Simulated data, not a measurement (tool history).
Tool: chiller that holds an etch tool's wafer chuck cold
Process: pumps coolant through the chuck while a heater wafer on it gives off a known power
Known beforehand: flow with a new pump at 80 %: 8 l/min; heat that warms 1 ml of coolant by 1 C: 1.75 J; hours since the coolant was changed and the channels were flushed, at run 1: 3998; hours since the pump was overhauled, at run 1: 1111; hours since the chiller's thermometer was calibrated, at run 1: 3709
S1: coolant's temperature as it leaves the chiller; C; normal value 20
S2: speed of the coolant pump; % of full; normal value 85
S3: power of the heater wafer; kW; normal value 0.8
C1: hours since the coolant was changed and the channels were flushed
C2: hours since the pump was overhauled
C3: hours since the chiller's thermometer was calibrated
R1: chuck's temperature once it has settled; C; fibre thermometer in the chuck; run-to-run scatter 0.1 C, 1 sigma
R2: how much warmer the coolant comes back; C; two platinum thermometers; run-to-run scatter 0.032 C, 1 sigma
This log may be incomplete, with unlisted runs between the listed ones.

run 1 day=0 | S1=20 S2=85 S3=0.8 | C1=3998 C2=1111 C3=3709 | R1=26.1 R2=3.3
run 2 day=1.967 | S1=20 S2=85 S3=0.8 | C1=4045 C2=1158 C3=3756 | R1=26.4 R2=3.3
run 3 day=5.775 | S1=20 S2=85 S3=0.8 | C1=4137 C2=1249 C3=3848 | R1=26.3 R2=3.25
run 4 day=9.075 | S1=20 S2=85 S3=0.8 | C1=4216 C2=1329 C3=3927 | R1=26.3 R2=3.27
run 5 day=12.146 | S1=20 S2=85 S3=0.8 | C1=4289 C2=1402 C3=4001 | R1=26.3 R2=3.28
run 6 day=14.5 | S1=20 S2=85 S3=0.8 | C1=4346 C2=1459 C3=4057 | R1=26.3 R2=3.29
run 7 day=16.388 | S1=20 S2=85 S3=0.8 | C1=4391 C2=1504 C3=4103 | R1=26.3 R2=3.33
run 8 day=20.238 | S1=25 S2=85 S3=0.8 | C1=4484 C2=1597 C3=4195 | R1=31.3 R2=3.27
run 9 day=23.308 | S1=25 S2=85 S3=0.8 | C1=4557 C2=1670 C3=4269 | R1=31.3 R2=3.3
run 10 day=27.8 | S1=13 S2=68 S3=0.977 | C1=4665 C2=1778 C3=4376 | R1=22.6 R2=5.16
run 11 day=32.108 | S1=13 S2=68 S3=0.977 | C1=4769 C2=1881 C3=4480 | R1=22.6 R2=5.03
run 12 day=36.558 | S1=27 S2=76 S3=0.856 | C1=4875 C2=1988 C3=4587 | R1=34.8 R2=3.96
run 13 day=38.988 | S1=13 S2=71 S3=0.8 | C1=4934 C2=2047 C3=4645 | R1=20.7 R2=4.03
run 14 day=43.171 | S1=13 S2=71 S3=0.8 | C1=5034 C2=2147 C3=4745 | R1=20.8 R2=4.05
-- day=45.496 chiller's thermometer calibrated
run 15 day=45.496 | S1=13 S2=71 S3=0.794 | C1=5089 C2=2202 C3=0 | R1=20.6 R2=3.96
run 16 day=48.162 | S1=18 S2=77 S3=0.532 | C1=5153 C2=2266 C3=64 | R1=22.8 R2=2.4
run 17 day=51.533 | S1=18 S2=77 S3=0.532 | C1=5234 C2=2347 C3=145 | R1=22.8 R2=2.44

Across each entry between runs, compare the hidden state at the last listed run before it with the hidden state at the first listed run after it:
In the gap between runs 14 and 15: chiller's thermometer calibrated (day 45.496)
  heat passed by the chuck's channels, % of clean ones': 89 -> 88.8; coolant's true temperature over the reading, C: 0.25 -> 0.08
  what was measured, less what the result would be without the hidden state, R1: +1 -> +0.8 C; R2: +0.12 -> +0.12 C

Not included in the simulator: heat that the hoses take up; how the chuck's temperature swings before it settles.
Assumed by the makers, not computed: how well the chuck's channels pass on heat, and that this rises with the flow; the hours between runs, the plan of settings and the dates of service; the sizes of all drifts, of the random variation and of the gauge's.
